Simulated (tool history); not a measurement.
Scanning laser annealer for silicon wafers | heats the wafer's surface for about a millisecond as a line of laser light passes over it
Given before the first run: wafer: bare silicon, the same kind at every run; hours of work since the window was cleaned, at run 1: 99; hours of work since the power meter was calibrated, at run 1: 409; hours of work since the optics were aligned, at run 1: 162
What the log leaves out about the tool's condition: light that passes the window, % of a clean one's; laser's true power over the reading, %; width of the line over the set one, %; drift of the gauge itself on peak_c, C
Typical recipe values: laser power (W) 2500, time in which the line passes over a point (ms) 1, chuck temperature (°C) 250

| run | hour | laser power (W) | time in which the line passes over a point (ms) | chuck temperature (°C) | hours of work since the window was cleaned | hours of work since the power meter was calibrated | hours of work since the optics were aligned | highest temperature of the surface (°C) |
|---|---|---|---|---|---|---|---|---|
| 1 | 0 | 2500 | 1 | 250 | 99 | 409 | 162 | 973 |
| 2 | 34 | 2500 | 1 | 250 | 115 | 425 | 178 | 971 |
| 3 | 53.3 | 2500 | 1 | 250 | 125 | 435 | 188 | 971 |
| 4 | 78.5 | 2500 | 1 | 250 | 137 | 447 | 200 | 969 |
| 5 | 104.5 | 2500 | 1 | 250 | 150 | 460 | 213 | 971 |
| 6 | 131.8 | 2500 | 1 | 250 | 163 | 473 | 226 | 969 |
| 7 | 167.4 | 2500 | 1 | 250 | 180 | 490 | 243 | 970 |
| 8 | 190 | 2500 | 1 | 250 | 191 | 501 | 254 | 967 |
| 9 | 214.4 | 2500 | 1 | 250 | 203 | 513 | 266 | 972 |
| 10 | 242.2 | 2500 | 1 | 250 | 217 | 527 | 280 | 970 |
| 11 | 274.1 | 2500 | 1 | 250 | 232 | 542 | 295 | 970 |
| 12 | 311.7 | 2500 | 1 | 250 | 251 | 560 | 313 | 967 |
| 13 | 348.3 | 2500 | 1 | 250 | 268 | 578 | 331 | 968 |
| 14 | 368.1 | 2500 | 0.71 | 250 | 278 | 588 | 341 | 869 |
| 15 | 387.2 | 2500 | 1 | 250 | 287 | 597 | 350 | 969 |
| 16 | 424.4 | 2500 | 1 | 250 | 305 | 615 | 368 | 967 |
| 17 | 443.8 | 2500 | 1 | 250 | 315 | 625 | 378 | 967 |
| 18 | 469.1 | 2500 | 1 | 250 | 327 | 637 | 390 | 966 |
| 19 | 498.3 | 2500 | 1 | 250 | 341 | 651 | 404 | 965 |
| 20 | 514.3 | 2500 | 1 | 250 | 349 | 659 | 412 | 964 |
| 21 | 532.2 | 2577 | 1 | 250 | 358 | 668 | 421 | 991 |
| 22 | 559.4 | 2366 | 1 | 250 | 371 | 681 | 434 | 925 |
| 23 | 588.2 | 2366 | 1 | 229 | 385 | 695 | 448 | 900 |
| 24 | 608.6 | 2366 | 0.84 | 229 | 395 | 705 | 458 | 852 |
| 25 | 623.8 | 2411 | 0.83 | 228 | 403 | 712 | 465 | 863 |
| 26 | 650.8 | 2411 | 0.83 | 228 | 416 | 726 | 479 | 859 |
| 27 | 687.9 | 2689 | 0.7 | 245 | 434 | 744 | 497 | 908 |
| 28 | 708.7 | 2174 | 0.91 | 218 | 444 | 754 | 507 | 804 |
| 29 | 729.4 | 2174 | 0.92 | 234 | 454 | 764 | 517 | 825 |
| 30 | 752.1 | 2504 | 0.94 | 282 | 465 | 775 | 528 | 976 |
| 31 | 783.5 | 2504 | 0.94 | 282 | 480 | 790 | 543 | 975 |
| 32 | 817.5 | 2134 | 0.94 | 258 | 497 | 807 | 560 | 844 |

Run 33 has not been measured yet. What should we expect?
| 33 | 844.6 | 2235 | 1.17 | 288 | 510 | 820 | 573 | ? |

highest temperature of the surface (°C): 961
Take away the tool's hidden state, keep the run-to-run variation as it was, and the same run would have given highest temperature of the surface (°C) 978.
